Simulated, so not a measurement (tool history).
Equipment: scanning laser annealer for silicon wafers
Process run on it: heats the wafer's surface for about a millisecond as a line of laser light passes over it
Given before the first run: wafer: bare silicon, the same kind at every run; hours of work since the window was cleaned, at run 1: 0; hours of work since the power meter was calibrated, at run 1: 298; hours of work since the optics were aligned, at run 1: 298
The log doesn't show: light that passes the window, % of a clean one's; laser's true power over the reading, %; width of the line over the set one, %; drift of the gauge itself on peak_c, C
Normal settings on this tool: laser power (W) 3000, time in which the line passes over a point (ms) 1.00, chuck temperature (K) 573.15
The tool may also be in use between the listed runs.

run    hour  laser power (W)  time in which the line passes over a point (ms)  chuck temperature (K)  hours of work since the window was cleaned  hours of work since the power meter was calibrated  hours of work since the optics were aligned  highest temperature of the surface (K)
  1     0.0             3000                                             1.00                 573.15                                           0                                                 298                                          298                                 1404.15
  2    35.5             3000                                             1.00                 573.15                                          28                                                 326                                          326                                 1403.15
  3    63.1             3000                                             1.00                 573.15                                          50                                                 348                                          348                                 1401.15
  4    90.7             3000                                             1.00                 573.15                                          72                                                 370                                          370                                 1402.15
  5   121.7             3000                                             1.00                 573.15                                          97                                                 395                                          395                                 1400.15
  6   168.6             3000                                             1.00                 573.15                                         135                                                 433                                          433                                 1400.15
  7   214.5             3000                                             1.00                 590.15                                         171                                                 469                                          469                                 1416.15
  8   252.3             3000                                             1.00                 590.15                                         201                                                 500                                          500                                 1416.15
  9   298.9             3000                                             1.00                 590.15                                         239                                                 537                                          537                                 1414.15
 10   339.6             3000                                             0.83                 573.15                                         271                                                 569                                          569                                 1323.15
 11   370.9             3000                                             0.80                 573.15                                         296                                                 594                                          594                                 1309.15
 12   403.5             3000                                             0.80                 573.15                                         322                                                 620                                          620                                 1309.15
 13   449.5             3000                                             0.80                 573.15                                         359                                                 657                                          657                                 1308.15
 14   486.4             3000                                             1.00                 573.15                                         388                                                 686                                          686                                 1390.15
 15   515.3             3000                                             1.00                 573.15                                         411                                                 710                                          710                                 1387.15
 16   544.8             3000                                             1.00                 573.15                                         435                                                 733                                          733                                 1389.15
 17   589.3             3000                                             1.00                 573.15                                         471                                                 769                                          769                                 1388.15
 18   614.3             3000                                             1.00                 573.15                                         490                                                 789                                          789                                 1387.15
 19   654.2             3000                                             1.00                 573.15                                         522                                                 820                                          820                                 1386.15
 20   692.1             3000                                             1.00                 573.15                                         553                                                 851                                          851                                 1385.15
 21   733.3             2946                                             0.71                 545.15                                         586                                                 884                                          884                                 1220.15
 22   764.7             2990                                             1.02                 577.15                                         611                                                 909                                          909                                 1389.15
 23   806.5             2990                                             1.02                 577.15                                         644                                                 942                                          942                                 1391.15
 24   858.8             2990                                             1.02                 577.15                                         686                                                 984                                          984                                 1387.15
      895.2  -- window over the wafer cleaned
 25   900.1             2875                                             0.83                 539.15                                           4                                                1015                                         1015                                 1270.15
 26   937.1             2875                                             1.07                 539.15                                          34                                                1045                                         1045                                 1368.15
 27   993.9             2715                                             1.07                 600.15                                          79                                                1090                                         1090                                 1376.15
 28  1051.3             3000                                             1.00                 611.15                                         125                                                1136                                         1136                                 1443.15
 29  1090.4             3000                                             1.00                 611.15                                         156                                                1167                                         1167                                 1440.15
 30  1135.0             3000                                             1.00                 611.15                                         192                                                1203                                         1203                                 1436.15
 31  1187.8             2876                                             1.00                 535.15                                         234                                                1245                                         1245                                 1326.15
 32  1232.7             2677                                             1.00                 535.15                                         270                                                1281                                         1281                                 1270.15
 33  1275.7             3290                                             0.80                 573.15                                         304                                                1315                                         1315                                 1381.15
 34  1322.8             3290                                             0.80                 573.15                                         341                                                1353                                         1353                                 1380.15
 35  1357.4             3290                                             0.80                 594.15                                         369                                                1380                                         1380                                 1403.15
 36  1398.7             3290                                             1.20                 594.15                                         402                                                1413                                         1413                                 1578.15
 37  1440.6             3290                                             1.20                 594.15                                         435                                                1447                                         1447                                 1575.15
 38  1472.5             2702                                             1.00                 573.15                                         461                                                1472                                         1472                                 1312.15
 39  1522.3             3214                                             0.70                 573.15                                         501                                                1512                                         1512                                 1312.15
 40  1555.6             3000                                             0.94                 582.15                                         527                                                1539                                         1539                                 1372.15

3 options for the next run, each taken on its own from the tool as it stands now. Forecast them:
     1588.7  -- optics aligned, line set to its width
  A  1615.1             2825                                             0.91                 582.15                                         571                                                1582                                           21                                       ?
     1588.7  -- optics aligned, line set to its width
  B  1615.1             3000                                             1.00                 572.15                                         571                                                1582                                           21                                       ?
     1588.7  -- optics aligned, line set to its width
  C  1615.1             3000                                             0.76                 582.15                                         571                                                1582                                           21                                       ?

run  highest temperature of the surface (K)
  A                                 1322.15
  B                                 1388.15
  C                                 1300.15
Without the tool's hidden state the same runs would have given:
run  highest temperature of the surface (K)
  A                                 1337.15
  B                                 1405.15
  C                                 1315.15
